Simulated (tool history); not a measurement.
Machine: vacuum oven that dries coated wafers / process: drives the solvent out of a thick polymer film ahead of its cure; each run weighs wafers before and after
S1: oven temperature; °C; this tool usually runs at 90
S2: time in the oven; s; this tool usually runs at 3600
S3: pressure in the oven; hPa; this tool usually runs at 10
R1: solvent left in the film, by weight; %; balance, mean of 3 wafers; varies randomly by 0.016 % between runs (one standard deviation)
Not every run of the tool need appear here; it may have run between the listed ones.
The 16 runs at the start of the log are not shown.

| run | day | S1 | S2 | S3 | R1 |
|---|---|---|---|---|---|
| 17 | 30.717 | 94 | 5220 | 17.2 | 0.94 |
| 18 | 33.021 | 80 | 3960 | 10 | 2.52 |
| 19 | 35.029 | 76 | 2880 | 10 | 4.46 |
| 20 | 37.7 | 90 | 1980 | 23.7 | 3.49 |
| 21 | 40.271 | 90 | 1980 | 23.7 | 3.49 |
| 22 | 41.808 | 89 | 3600 | 8.6 | 1.27 |
| 23 | 43.917 | 89 | 3600 | 8.6 | 1.27 |
| 24 | 46.342 | 90 | 3600 | 5.2 | 0.98 |
| 25 | 48.471 | 90 | 3600 | 5.2 | 0.95 |
| 26 | 50.275 | 80 | 3600 | 10 | 2.82 |
| 27 | 51.771 | 96 | 3600 | 34.5 | 1.81 |
| 28 | 54.125 | 81 | 4380 | 6.4 | 1.83 |
| 29 | 56.325 | 85 | 3360 | 14 | 2.32 |
| 30 | 58.554 | 85 | 2760 | 16.3 | 3.04 |

Below are 5 alternative next runs, each starting from the tool's condition after run 30. Predict each:
| A | 60.625 | 101 | 3960 | 38.7 | ? |
| B | 60.625 | 83 | 3600 | 6 | ? |
| C | 60.625 | 85 | 1980 | 31.3 | ? |
| D | 60.625 | 93 | 4140 | 8 | ? |
| E | 60.625 | 85 | 2760 | 8.4 | ? |

| run | R1 |
|---|---|
| A | 1.53 |
| B | 1.98 |
| C | 4.93 |
| D | 0.7 |
| E | 2.58 |
What these runs would have given with no unlogged condition in the tool:
| run | R1 |
|---|---|
| A | 1.53 |
| B | 1.98 |
| C | 4.93 |
| D | 0.7 |
| E | 2.58 |
